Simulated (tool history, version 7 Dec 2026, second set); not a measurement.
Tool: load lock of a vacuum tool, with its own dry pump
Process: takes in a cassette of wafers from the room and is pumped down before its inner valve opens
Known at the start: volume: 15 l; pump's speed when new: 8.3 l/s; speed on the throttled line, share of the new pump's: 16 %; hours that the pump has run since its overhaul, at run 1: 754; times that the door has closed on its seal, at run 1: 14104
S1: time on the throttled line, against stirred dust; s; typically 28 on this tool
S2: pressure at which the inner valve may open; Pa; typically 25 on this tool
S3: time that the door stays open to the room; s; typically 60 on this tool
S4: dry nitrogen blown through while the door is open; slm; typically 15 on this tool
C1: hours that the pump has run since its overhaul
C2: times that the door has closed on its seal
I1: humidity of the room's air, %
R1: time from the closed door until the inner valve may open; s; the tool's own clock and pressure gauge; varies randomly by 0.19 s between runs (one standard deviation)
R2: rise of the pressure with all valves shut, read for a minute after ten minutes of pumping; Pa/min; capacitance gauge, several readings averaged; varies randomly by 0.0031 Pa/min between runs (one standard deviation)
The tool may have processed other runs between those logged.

Run 1, day 0: usual settings; C1 754; C2 14104; I1 45. Result: R1 38.7 s, R2 0.166 Pa/min.
Run 2, day 10.983: usual settings; C1 1017; C2 14846; I1 46. Result: R1 38.5 s, R2 0.169 Pa/min.
Run 3, day 26.196: usual settings but S3 63 s; C1 1382; C2 15874; I1 42.3. Result: R1 38.9 s, R2 0.174 Pa/min.
Run 4, day 38.871: usual settings but S3 63 s; C1 1686; C2 16731; I1 42.9. Result: R1 39 s, R2 0.18 Pa/min.
Run 5, day 48.679: usual settings but S3 63 s; C1 1922; C2 17394; I1 45.3. Result: R1 38.7 s, R2 0.195 Pa/min.
Run 6, day 65.292: usual settings but S3 63 s; C1 2321; C2 18516; I1 44.7. Result: R1 38.8 s, R2 0.195 Pa/min.
Run 7, day 75.379: usual settings but S3 63 s, S4 29 slm; C1 2563; C2 19198; I1 46.4. Result: R1 39 s, R2 0.196 Pa/min.
Run 8, day 85.171: usual settings but S3 63 s, S4 29 slm; C1 2798; C2 19860; I1 45.7. Result: R1 39.2 s, R2 0.198 Pa/min.
Run 9, day 92.875: usual settings but S3 63 s, S4 29 slm; C1 2983; C2 20381; I1 44.8. Result: R1 39.3 s, R2 0.202 Pa/min.
Run 10, day 105.912: usual settings but S3 49 s, S4 5 slm; C1 3296; C2 21262; I1 46.6. Result: R1 39.5 s, R2 0.234 Pa/min.
Run 11, day 119.583: usual settings but S2 46 Pa, S3 49 s, S4 21 slm; C1 3624; C2 22186; I1 46.4. Result: R1 38.1 s, R2 0.21 Pa/min.
Run 12, day 136.917: usual settings but S2 46 Pa, S3 49 s, S4 44 slm; C1 4040; C2 23357; I1 42.5. Result: R1 38.3 s, R2 0.195 Pa/min.

Run 13, settings as shown, results not yet in. Your forecast:
Run 13, day 153.508: usual settings but S1 15 s, S2 46 Pa, S3 34 s, S4 13 slm; C1 4438; C2 24478; I1 47.6. Result: R1 ?, R2 ?.

R1: 27.4 s
R2: 0.227 Pa/min
With the hidden condition absent and the run-to-run variation left alone, this run would have shown R1 26.5 s, R2 0.065 Pa/min.
